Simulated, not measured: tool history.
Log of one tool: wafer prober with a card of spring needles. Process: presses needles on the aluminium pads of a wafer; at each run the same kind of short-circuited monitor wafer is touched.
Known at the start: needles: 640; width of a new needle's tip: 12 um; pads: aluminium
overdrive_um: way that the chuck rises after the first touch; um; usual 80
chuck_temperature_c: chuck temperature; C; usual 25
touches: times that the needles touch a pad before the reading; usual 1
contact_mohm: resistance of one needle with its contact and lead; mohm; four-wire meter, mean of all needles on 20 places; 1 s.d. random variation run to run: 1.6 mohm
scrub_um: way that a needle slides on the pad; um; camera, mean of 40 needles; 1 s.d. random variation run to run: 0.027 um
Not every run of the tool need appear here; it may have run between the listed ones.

run	hour	overdrive_um	chuck_temperature_c	touches	contact_mohm	scrub_um
1	0.0	80	25	1	186	12.29
# hour 3.0: tips cleaned on abrasive film
2	7.6	80	25	1	168	12.33
3	17.6	80	25	1	183	12.28
# hour 25.7: tips cleaned on abrasive film
4	25.9	80	25	2	162	12.27
5	32.6	80	25	1	177	12.27
6	38.6	80	25	1	182	12.24
7	46.0	80	25	1	188	12.22
# hour 48.5: tips cleaned on abrasive film
8	55.7	80	25	1	173	12.22
9	66.1	80	25	1	185	12.27
# hour 71.2: tips cleaned on abrasive film
10	71.2	80	25	1	164	12.20
11	81.2	80	25	1	180	12.21
12	86.0	80	25	1	185	12.24
# hour 94.3: tips cleaned on abrasive film
13	97.5	63	25	1	176	9.50
14	104.8	63	25	1	189	9.56
15	112.6	63	25	1	198	9.58
# hour 117.0: tips cleaned on abrasive film
16	117.6	80	25	1	163	12.19
17	128.0	80	25	1	179	12.21
18	137.1	80	25	1	188	12.23
# hour 139.6: tips cleaned on abrasive film
19	146.5	68	42	2	178	10.30
20	157.5	80	26	3	170	12.17
# hour 162.4: tips cleaned on abrasive film
21	163.9	81	85	1	176	12.32
22	173.2	81	43	3	170	12.35
23	182.7	81	43	3	175	12.28
# hour 185.6: tips cleaned on abrasive film
24	191.1	77	25	2	168	11.69
25	198.6	80	25	2	177	12.12
26	206.8	61	106	3	191	9.17
# hour 208.3: tips cleaned on abrasive film
27	216.7	82	99	1	189	12.40
28	225.9	82	99	1	198	12.45
# hour 231.0: tips cleaned on abrasive film
29	236.1	79	84	1	183	11.95
30	244.6	79	84	1	192	11.91
31	250.1	79	95	3	180	11.99
# hour 254.1: tips cleaned on abrasive film
32	259.8	79	84	3	181	11.94
33	265.7	93	25	1	178	14.11
34	274.0	85	25	2	177	12.86
# hour 277.2: tips cleaned on abrasive film
35	279.6	65	25	2	168	9.69

What if the next run were any one of these 4? Each begins from the tool's condition after run 35:
A	284.7	80	25	3	?	?
B	284.7	65	79	1	?	?
C	284.7	62	123	2	?	?
D	284.7	76	25	1	?	?

run	contact_mohm	scrub_um
A	164	12.06
B	193	9.68
C	194	9.24
D	175	11.47
Had the tool no hidden state, the same runs would have come out as:
run	contact_mohm	scrub_um
A	158	12.56
B	174	10.18
C	182	9.74
D	159	11.98
